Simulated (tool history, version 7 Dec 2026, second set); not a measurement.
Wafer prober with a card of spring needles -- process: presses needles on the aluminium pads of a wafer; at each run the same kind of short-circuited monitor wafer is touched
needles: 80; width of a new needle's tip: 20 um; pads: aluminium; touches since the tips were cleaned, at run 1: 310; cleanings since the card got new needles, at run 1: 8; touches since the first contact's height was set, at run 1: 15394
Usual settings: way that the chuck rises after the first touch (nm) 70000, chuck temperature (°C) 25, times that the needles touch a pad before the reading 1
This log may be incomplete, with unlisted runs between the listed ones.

run	hour	way that the chuck rises after the first touch (nm)	chuck temperature (°C)	times that the needles touch a pad before the reading	touches since the tips were cleaned	cleanings since the card got new needles	touches since the first contact's height was set	resistance of one needle with its contact and lead (mohm)	way that a needle slides on the pad (nm)
1	0.0	70000	25	1	310	8	15394	171	19570
# hour 6.4: tips cleaned on abrasive film
# hour 14.6: tips cleaned on abrasive film
# hour 22.9: tips cleaned on abrasive film
# hour 31.0: tips cleaned on abrasive film
2	34.7	70000	25	1	882	12	23639	192	19360
# hour 38.0: tips cleaned on abrasive film
# hour 46.2: tips cleaned on abrasive film
# hour 54.5: tips cleaned on abrasive film
# hour 62.6: tips cleaned on abrasive film
3	65.8	70000	25	1	765	16	31038	186	19250
# hour 70.7: tips cleaned on abrasive film
# hour 79.0: tips cleaned on abrasive film
# hour 87.3: tips cleaned on abrasive film
4	93.8	70000	25	1	1570	19	37699	211	19200
# hour 95.5: tips cleaned on abrasive film
# hour 103.4: tips cleaned on abrasive film
# hour 110.1: tips cleaned on abrasive film
# hour 118.4: tips cleaned on abrasive film
5	120.8	70000	25	1	586	23	44108	182	19050
# hour 125.9: tips cleaned on abrasive film
# hour 134.0: tips cleaned on abrasive film
# hour 142.2: tips cleaned on abrasive film
# hour 148.8: tips cleaned on abrasive film, once more
6	150.7	70000	25	1	463	27	51205	175	19190
# hour 155.8: tips cleaned on abrasive film
# hour 163.8: tips cleaned on abrasive film
# hour 170.5: tips cleaned on abrasive film
7	172.6	70000	25	1	512	30	56402	177	19040
# hour 177.7: tips cleaned on abrasive film
# hour 184.3: tips cleaned on abrasive film
# hour 189.2: height of the first contact set anew
# hour 192.5: tips cleaned on abrasive film
8	196.5	70000	25	1	961	33	1750	188	19690
# hour 199.9: tips cleaned on abrasive film
# hour 208.0: tips cleaned on abrasive film
# hour 216.2: tips cleaned on abrasive film
# hour 224.3: tips cleaned on abrasive film
9	228.6	70000	25	1	1016	37	9357	190	19300
# hour 231.9: tips cleaned on abrasive film
# hour 240.0: tips cleaned on abrasive film
# hour 248.3: tips cleaned on abrasive film
10	253.5	65000	25	1	1229	40	15275	206	18010
# hour 255.2: tips cleaned on abrasive film
# hour 261.8: tips cleaned on abrasive film
# hour 270.2: tips cleaned on abrasive film
11	273.5	70000	25	1	811	43	20030	188	19410
# hour 276.9: tips cleaned on abrasive film
# hour 285.2: tips cleaned on abrasive film
# hour 293.3: tips cleaned on abrasive film
# hour 300.1: tips cleaned on abrasive film
12	300.1	70000	76	1	0	47	26334	173	19200
# hour 308.3: tips cleaned on abrasive film
# hour 316.4: tips cleaned on abrasive film
13	317.3	70000	76	1	227	49	30424	178	19190
# hour 324.0: tips cleaned on abrasive film
# hour 331.7: tips cleaned on abrasive film
# hour 339.8: tips cleaned on abrasive film
# hour 346.5: tips cleaned on abrasive film
14	350.4	70000	76	1	955	53	38294	202	19140
# hour 353.8: tips cleaned on abrasive film
# hour 361.9: tips cleaned on abrasive film
# hour 368.6: tips cleaned on abrasive film
# hour 376.8: tips cleaned on abrasive film
15	381.2	70000	25	2	1057	57	45593	179	19160
# hour 384.6: tips cleaned on abrasive film
# hour 391.2: tips cleaned on abrasive film
# hour 399.5: tips cleaned on abrasive film
# hour 406.2: tips cleaned on abrasive film
# hour 413.6: tips cleaned on abrasive film
16	413.6	70000	25	2	0	62	53279	160	19150
# hour 420.3: tips cleaned on abrasive film
# hour 428.5: tips cleaned on abrasive film
# hour 436.2: tips cleaned on abrasive film
17	436.2	70000	118	2	0	65	58642	179	18970
# hour 443.0: height of the first contact set anew
# hour 444.7: tips cleaned on abrasive film
# hour 451.4: tips cleaned on abrasive film
18	453.1	79000	59	3	422	67	2396	164	22160
# hour 458.1: tips cleaned on abrasive film
# hour 466.2: tips cleaned on abrasive film
19	472.1	79000	59	3	1426	69	6921	176	22070
# hour 473.9: tips cleaned on abrasive film
# hour 481.9: tips cleaned on abrasive film
# hour 489.8: tips cleaned on abrasive film
# hour 498.1: tips cleaned on abrasive film
20	502.8	79000	59	3	1134	73	14206	178	21770
# hour 506.2: tips cleaned on abrasive film
# hour 512.9: tips cleaned on abrasive film
# hour 521.2: tips cleaned on abrasive film
# hour 528.3: tips cleaned on abrasive film
21	528.3	79000	59	2	0	77	20240	163	21800
# hour 535.0: tips cleaned on abrasive film
# hour 543.3: tips cleaned on abrasive film
# hour 551.3: tips cleaned on abrasive film
22	553.4	79000	99	2	498	80	26208	179	21720
# hour 558.4: tips cleaned on abrasive film
# hour 566.7: tips cleaned on abrasive film
23	571.7	79000	99	2	1206	82	30572	185	21690
# hour 573.5: tips cleaned on abrasive film
# hour 581.8: tips cleaned on abrasive film
# hour 590.0: tips cleaned on abrasive film
24	591.0	79000	115	2	237	85	35140	177	21680
# hour 597.7: tips cleaned on abrasive film
# hour 606.0: tips cleaned on abrasive film
# hour 614.2: tips cleaned on abrasive film
25	615.9	72000	25	2	408	88	41046	167	19730
# hour 622.4: tips cleaned on abrasive film
# hour 630.6: tips cleaned on abrasive film
# hour 638.9: tips cleaned on abrasive film
# hour 646.5: tips cleaned on abrasive film
26	646.5	70000	117	1	0	92	48314	179	19060
# hour 654.8: tips cleaned on abrasive film
# hour 662.9: tips cleaned on abrasive film
# hour 671.2: tips cleaned on abrasive film
27	673.3	58000	73	1	493	95	54685	204	15710

Here are 4 independent what-if runs from the current tool condition. What would each one return?
# hour 678.3: tips cleaned on abrasive film
# hour 686.5: tips cleaned on abrasive film
# hour 694.6: tips cleaned on abrasive film
# hour 696.6: height of the first contact set anew
# hour 702.6: tips cleaned on abrasive film
A	702.6	81000	95	1	0	99	1435	?	?
# hour 678.3: tips cleaned on abrasive film
# hour 686.5: tips cleaned on abrasive film
# hour 694.6: tips cleaned on abrasive film
# hour 696.6: height of the first contact set anew
# hour 702.6: tips cleaned on abrasive film
B	702.6	77000	44	3	0	99	1435	?	?
# hour 678.3: tips cleaned on abrasive film
# hour 686.5: tips cleaned on abrasive film
# hour 694.6: tips cleaned on abrasive film
# hour 696.6: height of the first contact set anew
# hour 702.6: tips cleaned on abrasive film
C	702.6	70000	52	2	0	99	1435	?	?
# hour 678.3: tips cleaned on abrasive film
# hour 686.5: tips cleaned on abrasive film
# hour 694.6: tips cleaned on abrasive film
# hour 696.6: height of the first contact set anew
# hour 702.6: tips cleaned on abrasive film
D	702.6	85000	61	1	0	99	1435	?	?

run	resistance of one needle with its contact and lead (mohm)	way that a needle slides on the pad (nm)
A	169	22530
B	160	21430
C	166	19600
D	165	23620
Without the tool's unlogged condition, the same runs would have read:
run	resistance of one needle with its contact and lead (mohm)	way that a needle slides on the pad (nm)
A	164	22550
B	157	21450
C	161	19610
D	160	23640
